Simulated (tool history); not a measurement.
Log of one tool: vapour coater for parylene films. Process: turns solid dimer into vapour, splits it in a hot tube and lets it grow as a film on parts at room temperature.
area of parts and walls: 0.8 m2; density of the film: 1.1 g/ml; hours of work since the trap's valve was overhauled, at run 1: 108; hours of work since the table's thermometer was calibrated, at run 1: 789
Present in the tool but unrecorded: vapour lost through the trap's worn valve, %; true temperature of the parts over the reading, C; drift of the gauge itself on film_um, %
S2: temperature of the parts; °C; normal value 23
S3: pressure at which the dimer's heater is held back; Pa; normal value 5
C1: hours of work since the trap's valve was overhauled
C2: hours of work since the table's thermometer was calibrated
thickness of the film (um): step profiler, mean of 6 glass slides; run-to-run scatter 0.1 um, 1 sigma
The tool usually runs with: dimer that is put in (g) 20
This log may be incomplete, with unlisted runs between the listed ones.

run 1 day=0 | dimer_that_is_put_in_(g)=20 S2=23 S3=5 | C1=108 C2=789 | thickness_of_the_film_(um)=12.78
run 2 day=1.075 | dimer_that_is_put_in_(g)=20 S2=23 S3=5 | C1=120 C2=801 | thickness_of_the_film_(um)=12.57
run 3 day=2.358 | dimer_that_is_put_in_(g)=20 S2=23 S3=5 | C1=135 C2=816 | thickness_of_the_film_(um)=12.77
run 4 day=4.35 | dimer_that_is_put_in_(g)=20 S2=15 S3=5 | C1=157 C2=838 | thickness_of_the_film_(um)=15.13
-- day=5.862 table's thermometer calibrated
run 5 day=6.008 | dimer_that_is_put_in_(g)=20 S2=15 S3=5 | C1=176 C2=2 | thickness_of_the_film_(um)=15.05
-- day=8.396 trap's valve overhauled
run 6 day=8.396 | dimer_that_is_put_in_(g)=20 S2=15 S3=5 | C1=0 C2=27 | thickness_of_the_film_(um)=15.04
run 7 day=10.129 | dimer_that_is_put_in_(g)=20 S2=23 S3=5 | C1=20 C2=46 | thickness_of_the_film_(um)=12.83
run 8 day=11.333 | dimer_that_is_put_in_(g)=20 S2=23 S3=5 | C1=33 C2=60 | thickness_of_the_film_(um)=12.74
run 9 day=13.138 | dimer_that_is_put_in_(g)=20 S2=23 S3=5 | C1=54 C2=80 | thickness_of_the_film_(um)=12.81
run 10 day=15.054 | dimer_that_is_put_in_(g)=21 S2=22 S3=6.37 | C1=75 C2=102 | thickness_of_the_film_(um)=13.21
run 11 day=16.221 | dimer_that_is_put_in_(g)=21 S2=22 S3=6.37 | C1=89 C2=115 | thickness_of_the_film_(um)=13.1
run 12 day=17.983 | dimer_that_is_put_in_(g)=25 S2=17 S3=4.98 | C1=108 C2=135 | thickness_of_the_film_(um)=18.17
run 13 day=18.988 | dimer_that_is_put_in_(g)=25 S2=17 S3=4.98 | C1=120 C2=147 | thickness_of_the_film_(um)=17.96
run 14 day=21.108 | dimer_that_is_put_in_(g)=25 S2=17 S3=4.98 | C1=144 C2=171 | thickness_of_the_film_(um)=18.13
run 15 day=22.708 | dimer_that_is_put_in_(g)=14 S2=29 S3=7.41 | C1=162 C2=189 | thickness_of_the_film_(um)=7.38
run 16 day=23.821 | dimer_that_is_put_in_(g)=23 S2=23 S3=7.08 | C1=174 C2=201 | thickness_of_the_film_(um)=13.92
run 17 day=25.583 | dimer_that_is_put_in_(g)=23 S2=23 S3=7.08 | C1=194 C2=221 | thickness_of_the_film_(um)=14.04
-- day=26.462 trap's valve overhauled
run 18 day=26.754 | dimer_that_is_put_in_(g)=23 S2=26 S3=5 | C1=3 C2=233 | thickness_of_the_film_(um)=13.63

Here are 3 independent what-if runs from the current tool condition. What would each one return?
run A day=28.908 | dimer_that_is_put_in_(g)=23 S2=26 S3=11.26 | C1=28 C2=257 | thickness_of_the_film_(um)=?
run B day=28.908 | dimer_that_is_put_in_(g)=20 S2=25 S3=4.24 | C1=28 C2=257 | thickness_of_the_film_(um)=?
run C day=28.908 | dimer_that_is_put_in_(g)=20 S2=34 S3=5 | C1=28 C2=257 | thickness_of_the_film_(um)=?

run=A thickness_of_the_film_(um)=12.13
run=B thickness_of_the_film_(um)=12.6
run=C thickness_of_the_film_(um)=10.09
The same runs, with their run-to-run variation unchanged, on a tool lacking any hidden condition would have given:
run=A thickness_of_the_film_(um)=12.14
run=B thickness_of_the_film_(um)=12.61
run=C thickness_of_the_film_(um)=10.1
